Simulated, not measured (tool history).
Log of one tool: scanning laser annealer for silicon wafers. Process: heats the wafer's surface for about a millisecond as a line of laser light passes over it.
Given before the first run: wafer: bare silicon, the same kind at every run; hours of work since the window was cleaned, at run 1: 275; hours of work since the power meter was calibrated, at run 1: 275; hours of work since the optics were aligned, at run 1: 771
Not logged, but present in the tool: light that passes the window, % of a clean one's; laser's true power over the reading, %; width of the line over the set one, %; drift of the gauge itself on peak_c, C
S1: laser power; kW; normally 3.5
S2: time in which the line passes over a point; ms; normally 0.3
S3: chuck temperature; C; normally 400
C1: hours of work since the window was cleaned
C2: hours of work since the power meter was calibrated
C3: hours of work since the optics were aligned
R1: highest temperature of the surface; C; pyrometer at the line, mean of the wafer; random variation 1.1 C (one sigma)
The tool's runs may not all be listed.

run	hour	S1	S2	S3	C1	C2	C3	R1
1	0	3.5	0.3	400	275	275	771	1168
2	50.9	3.5	0.3	400	305	305	801	1165
3	105.6	3.479	0.3	400	336	336	833	1159
4	185	3.479	0.3	400	382	382	878	1158
5	252.3	3.5	0.3	420	421	421	917	1180
6	323.9	3.5	0.3	420	463	463	959	1180
7	389.5	3.5	0.3	400	501	501	997	1159
8	426.8	3.5	0.3	400	522	522	1018	1159
9	487	3.5	0.3	400	557	557	1053	1159
10	528.8	3.5	0.3	371	581	581	1077	1129
11	571.4	3.5	0.3	431	606	606	1102	1188
12	607.9	3.5	0.3	431	627	627	1123	1186
13	677	3.5	0.3	400	667	667	1163	1155
14	741.2	3.5	0.3	400	704	704	1200	1152
15	787.4	3.5	0.3	400	731	731	1227	1152
16	821.2	3.5	0.3	400	750	750	1246	1153
17	860.5	3.5	0.3	400	773	773	1269	1153
18	895.1	3.5	0.222	400	793	793	1289	1043
19	968.4	3.5	0.222	400	835	835	1331	1045
20	1046.9	3.5	0.222	400	881	881	1377	1041
21	1115.2	3.015	0.363	400	920	920	1416	1095
22	1166.9	3.015	0.363	400	950	950	1446	1095
# hour 1176.7: optics aligned, line set to its width
# hour 1194.7: window over the wafer cleaned
23	1253.8	3.015	0.363	400	34	996	43	1125
24	1299.7	3.015	0.363	400	61	1023	70	1125
25	1370.2	3.517	0.211	408	101	1064	111	1061
26	1436.7	3.517	0.211	408	140	1102	149	1061
27	1482.3	3.517	0.211	408	166	1128	176	1058
28	1544.7	3.21	0.262	407	202	1164	212	1064
29	1612.6	3.21	0.262	407	242	1204	251	1060
30	1648.5	3.267	0.247	407	262	1224	272	1055
31	1716.6	3.267	0.247	419	302	1264	311	1066
32	1785.1	3.267	0.247	419	341	1303	351	1063
33	1842.7	3.227	0.251	419	375	1337	384	1060
34	1892.3	3.227	0.251	419	403	1365	413	1058
35	1929.3	3.227	0.251	419	425	1387	434	1058
36	1984.5	3.593	0.3	376	457	1419	466	1167
37	2017.2	3.705	0.251	393	476	1438	485	1141
38	2095.6	3.705	0.251	393	521	1483	530	1140
39	2128.8	3.705	0.251	393	540	1502	549	1139
40	2169.2	3.716	0.373	428	563	1526	573	1345

Pick out some run-to-run changes in R1. Of each, how much would a tool without hidden state show as well, from the settings, what came in and chance, and how much is left for the hidden state and any gauge scatter not in both results compared?
Run 4 -> 5: S1 3.479 -> 3.5, S3 400 -> 420. R1 +22 C: hidden state -2, all else +24.
Run 17 -> 18: S2 0.3 -> 0.222. R1 -110 C: hidden state +2, all else -112.
Run 22 -> 23: optics aligned, line set to its width, window over the wafer cleaned. R1 +30 C: hidden state +29, all else +1.
Run 35 -> 36: S1 3.227 -> 3.593, S2 0.251 -> 0.3, S3 419 -> 376. R1 +109 C: hidden state -1, all else +110.
Run 39 -> 40: S1 3.705 -> 3.716, S2 0.251 -> 0.373, S3 393 -> 428. R1 +206 C: hidden state -3, all else +209.

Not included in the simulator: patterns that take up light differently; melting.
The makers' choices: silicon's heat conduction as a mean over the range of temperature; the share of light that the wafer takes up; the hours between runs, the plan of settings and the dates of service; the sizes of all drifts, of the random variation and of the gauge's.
